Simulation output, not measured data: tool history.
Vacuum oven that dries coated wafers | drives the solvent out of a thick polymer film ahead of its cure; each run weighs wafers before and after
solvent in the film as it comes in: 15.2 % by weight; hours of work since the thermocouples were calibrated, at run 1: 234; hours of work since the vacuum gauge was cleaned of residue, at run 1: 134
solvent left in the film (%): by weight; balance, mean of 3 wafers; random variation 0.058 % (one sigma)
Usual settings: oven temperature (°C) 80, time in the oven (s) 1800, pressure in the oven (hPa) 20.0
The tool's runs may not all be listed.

run,day,oven temperature (°C),time in the oven (s),pressure in the oven (hPa),hours of work since the thermocouples were calibrated,hours of work since the vacuum gauge was cleaned of residue,solvent left in the film (%)
1,0.000,80,1800,20.0,234,134,2.81
2,2.492,80,1800,20.0,277,178,2.93
3,7.162,80,1800,72.3,358,259,5.22
4,10.671,80,1800,72.3,420,320,5.33
5,13.542,80,1800,72.3,470,370,5.26
6,16.904,80,1800,72.3,528,428,5.24
7,19.329,80,1800,20.0,570,471,2.87
8,22.971,80,1800,11.3,634,534,2.49
9,26.167,80,3120,20.0,689,590,1.55
10,30.762,80,3120,20.0,769,670,1.49
11,32.829,80,3120,20.0,805,706,1.58
12,36.271,80,3120,20.0,865,765,1.55
13,39.012,80,3120,20.0,913,813,1.56
14,43.204,80,3120,20.0,986,886,1.60
15,46.875,80,3120,20.0,1049,950,1.52
# day 50.279: vacuum gauge cleaned of residue and calibrated
16,51.654,80,1800,20.0,1132,24,2.80
17,56.104,80,2820,20.0,1209,101,1.61
18,59.088,80,2820,20.0,1261,153,1.72
19,61.596,80,2820,20.0,1305,197,1.74
# day 65.383: oven's thermocouples calibrated
20,65.383,80,1440,20.0,0,261,3.74
21,68.029,80,1260,20.0,46,307,4.16
22,70.483,80,1260,20.0,89,350,4.17
23,73.783,80,2700,20.0,146,408,1.84
24,78.179,80,3060,20.0,223,484,1.47
25,82.196,92,1380,49.9,293,554,2.19
26,84.917,92,1380,49.9,340,601,2.07
27,88.483,92,1380,49.9,402,663,2.10
28,91.642,82,1800,70.9,457,718,4.51
29,93.942,77,1800,11.8,497,758,3.27
30,98.421,77,1800,11.8,575,836,3.39
31,102.642,79,1800,64.9,648,910,5.30
32,104.608,89,1560,24.9,682,944,1.51
33,106.896,73,1980,16.3,722,984,4.54
# day 108.367: vacuum gauge cleaned of residue and calibrated
34,109.596,80,2760,39.5,768,21,2.67
35,112.412,67,1740,13.5,817,70,6.97
36,115.475,67,1740,13.5,870,124,6.88
37,117.383,84,2640,13.7,904,157,0.93
38,121.308,80,2700,35.8,972,225,2.57
39,123.796,80,2700,35.8,1015,268,2.65
40,126.096,83,1200,35.8,1055,308,4.04
41,129.962,83,1200,35.8,1123,376,4.10
42,133.271,83,1200,35.8,1180,433,4.16
43,135.833,73,1620,20.0,1225,478,5.48
44,139.658,73,1620,20.0,1291,544,5.56
45,143.008,73,1620,20.0,1350,603,5.51
# day 144.146: oven's thermocouples calibrated
46,145.967,80,2460,45.0,32,653,3.28
47,149.296,72,1080,14.8,90,711,7.26

3 ways to go on from here, each from the tool as it stands after run 47. What would each give?
A,151.579,72,2280,11.4,129,750,?
B,151.579,80,1920,20.0,129,750,?
C,151.579,92,1020,27.5,129,750,?

run,solvent left in the film (%)
A,3.88
B,2.64
C,2.01
Without the tool's hidden state the same runs would have given:
run,solvent left in the film (%)
A,3.87
B,2.63
C,2.01

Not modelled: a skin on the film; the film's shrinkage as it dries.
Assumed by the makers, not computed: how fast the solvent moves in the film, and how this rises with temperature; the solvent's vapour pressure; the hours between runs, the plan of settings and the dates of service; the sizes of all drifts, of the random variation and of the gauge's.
